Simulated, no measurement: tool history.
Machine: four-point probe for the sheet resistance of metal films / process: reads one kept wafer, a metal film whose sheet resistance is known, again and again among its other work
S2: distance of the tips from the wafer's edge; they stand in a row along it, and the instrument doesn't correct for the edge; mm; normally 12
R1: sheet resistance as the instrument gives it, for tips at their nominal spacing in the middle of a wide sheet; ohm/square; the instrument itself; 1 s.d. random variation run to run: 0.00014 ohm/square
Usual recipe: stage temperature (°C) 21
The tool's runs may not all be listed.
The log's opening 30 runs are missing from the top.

Run 31, hour 2224.6: usual settings but stage temperature (°C) 18, S2 62 mm. Result: R1 0.711737 ohm/square.
Run 32, hour 2310.8: usual settings but stage temperature (°C) 32. Result: R1 0.710159 ohm/square.
Run 33, hour 2395.1: usual settings but stage temperature (°C) 32. Result: R1 0.710134 ohm/square.
Run 34, hour 2476.5: usual settings but stage temperature (°C) 22, S2 3 mm. Result: R1 0.727788 ohm/square.
Run 35, hour 2579.9: usual settings but stage temperature (°C) 22, S2 3 mm. Result: R1 0.727984 ohm/square.
Run 36, hour 2678.1: usual settings but stage temperature (°C) 23, S2 8 mm. Result: R1 0.713314 ohm/square.
Run 37, hour 2769.6: usual settings but stage temperature (°C) 23, S2 8 mm. Result: R1 0.713816 ohm/square.
Run 38, hour 2860.8: usual settings but stage temperature (°C) 32, S2 7 mm. Result: R1 0.712489 ohm/square.
Run 39, hour 2942.4: usual settings but stage temperature (°C) 32, S2 7 mm. Result: R1 0.712739 ohm/square.
Run 40, hour 3024.5: usual settings but S2 15 mm. Result: R1 0.712555 ohm/square.
Run 41, hour 3094.3: usual settings but stage temperature (°C) 19, S2 3 mm. Result: R1 0.728861 ohm/square.
Run 42, hour 3164.1: usual settings but stage temperature (°C) 27, S2 32 mm. Result: R1 0.710744 ohm/square.
At hour 3187.8: stage's thermometer calibrated.
Run 43, hour 3254.7: usual settings but stage temperature (°C) 29, S2 70 mm. Result: R1 0.709018 ohm/square.
Run 44, hour 3314.3: usual settings but stage temperature (°C) 28, S2 17 mm. Result: R1 0.709667 ohm/square.

Below are 3 alternative next runs, each starting from the tool's condition after run 44. Predict each:
Run A, hour 3397.9: usual settings but stage temperature (°C) 34, S2 13 mm. Result: R1 ?.
Run B, hour 3397.9: usual settings but stage temperature (°C) 27, S2 23 mm. Result: R1 ?.
Run C, hour 3397.9: usual settings but S2 40 mm. Result: R1 ?.

run        R1
  A  0.708834
  B  0.709593
  C  0.710488
The same runs, with their run-to-run variation unchanged, on a tool lacking any hidden condition would have given:
run        R1
  A  0.707437
  B  0.708195
  C   0.70909
